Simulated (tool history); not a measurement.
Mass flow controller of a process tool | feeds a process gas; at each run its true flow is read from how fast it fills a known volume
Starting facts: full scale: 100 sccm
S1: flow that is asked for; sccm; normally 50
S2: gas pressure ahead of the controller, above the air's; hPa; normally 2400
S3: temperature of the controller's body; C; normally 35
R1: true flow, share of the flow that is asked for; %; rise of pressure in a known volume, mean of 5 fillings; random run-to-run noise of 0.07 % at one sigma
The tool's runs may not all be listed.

run 1 hour=0.0 | S1=50 S2=2400 S3=35 | R1=99.35
run 2 hour=216.2 | S1=50 S2=2400 S3=35 | R1=99.26
run 3 hour=409.2 | S1=50 S2=2400 S3=35 | R1=99.23
run 4 hour=724.9 | S1=50 S2=2400 S3=35 | R1=99.14
run 5 hour=934.4 | S1=50 S2=2400 S3=35 | R1=99.19
run 6 hour=1139.8 | S1=50 S2=2400 S3=35 | R1=99.34
run 7 hour=1454.7 | S1=50 S2=1800 S3=35 | R1=99.40
run 8 hour=1597.6 | S1=50 S2=1800 S3=35 | R1=99.32
run 9 hour=1910.1 | S1=50 S2=1800 S3=35 | R1=99.36
run 10 hour=2158.0 | S1=50 S2=1800 S3=35 | R1=99.42
-- hour=2187.0 controller's zero set anew
run 11 hour=2294.5 | S1=50 S2=1800 S3=35 | R1=99.60
run 12 hour=2533.3 | S1=50 S2=1800 S3=35 | R1=99.67
run 13 hour=2763.2 | S1=50 S2=2400 S3=21 | R1=98.17
run 14 hour=2935.6 | S1=90 S2=2670 S3=35 | R1=99.66

Run 15 comes next. What will it give?
run 15 hour=3153.6 | S1=90 S2=2670 S3=35 | R1=?

R1: 99.70 %
Take away the tool's hidden state, keep the run-to-run variation as it was, and the same run would have given R1 100.28 %.
